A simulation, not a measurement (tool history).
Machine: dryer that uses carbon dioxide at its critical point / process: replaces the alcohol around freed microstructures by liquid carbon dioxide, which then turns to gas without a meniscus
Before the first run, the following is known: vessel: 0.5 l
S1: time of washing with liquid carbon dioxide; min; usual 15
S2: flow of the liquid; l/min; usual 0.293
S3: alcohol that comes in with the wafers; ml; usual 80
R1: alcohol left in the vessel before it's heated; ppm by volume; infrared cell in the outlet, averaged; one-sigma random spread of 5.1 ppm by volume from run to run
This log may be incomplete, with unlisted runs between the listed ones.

run	hour	S1	S2	S3	R1
1	0.0	15	0.293	80	153
2	8.7	15	0.293	80	153
3	18.2	17	0.293	80	68
4	24.4	17	0.293	80	75
5	35.7	17	0.293	80	81
# hour 46.1: inlet filter changed
6	46.1	15	0.293	24	30
7	54.5	22	0.293	80	17
8	61.8	22	0.293	80	20

For run 9, what comes out?
9	75.5	15	0.293	80	?

Logged for run 9: R1 70 ppm by volume.
Without the tool's hidden state the same run would have given R1 59 ppm by volume.
